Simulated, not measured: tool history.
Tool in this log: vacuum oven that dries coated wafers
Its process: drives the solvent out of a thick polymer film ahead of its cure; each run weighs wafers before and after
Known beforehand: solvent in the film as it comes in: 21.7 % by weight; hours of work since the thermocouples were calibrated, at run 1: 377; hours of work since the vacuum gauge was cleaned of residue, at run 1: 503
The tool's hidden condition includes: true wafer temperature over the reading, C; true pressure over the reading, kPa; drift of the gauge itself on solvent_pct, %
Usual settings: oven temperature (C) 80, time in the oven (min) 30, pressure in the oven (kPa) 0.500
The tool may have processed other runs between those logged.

run	hour	oven temperature (C)	time in the oven (min)	pressure in the oven (kPa)	hours of work since the thermocouples were calibrated	hours of work since the vacuum gauge was cleaned of residue	solvent left in the film (%)
1	0.0	80	30	0.500	377	503	2.05
2	37.7	80	30	0.500	394	520	2.04
3	103.9	80	23	0.500	425	550	3.27
4	143.9	80	30	0.500	443	569	2.07
5	177.6	80	30	0.500	459	584	2.05
# hour 185.5: oven's thermocouples calibrated
6	230.5	80	30	0.254	21	608	1.91
7	267.1	80	30	0.449	38	625	2.04
8	315.4	81	44	0.638	60	647	0.90
9	357.3	81	44	0.638	79	666	0.86
10	412.9	88	50	0.617	105	692	0.39
11	447.9	88	50	0.617	121	708	0.41
12	501.9	88	50	0.617	146	733	0.38
13	562.3	88	20	0.425	174	761	1.38

Hidden state at the last listed run before each entry between runs and at the first one after, where it differs:
Between runs 5 and 6: oven's thermocouples calibrated (hour 185.5)
  true wafer temperature over the reading, C: 0.19 -> 0.31; true pressure over the reading, kPa: 0.266 -> 0.278
  measured minus no-state result, solvent left in the film (%): +0.08 -> +0.05
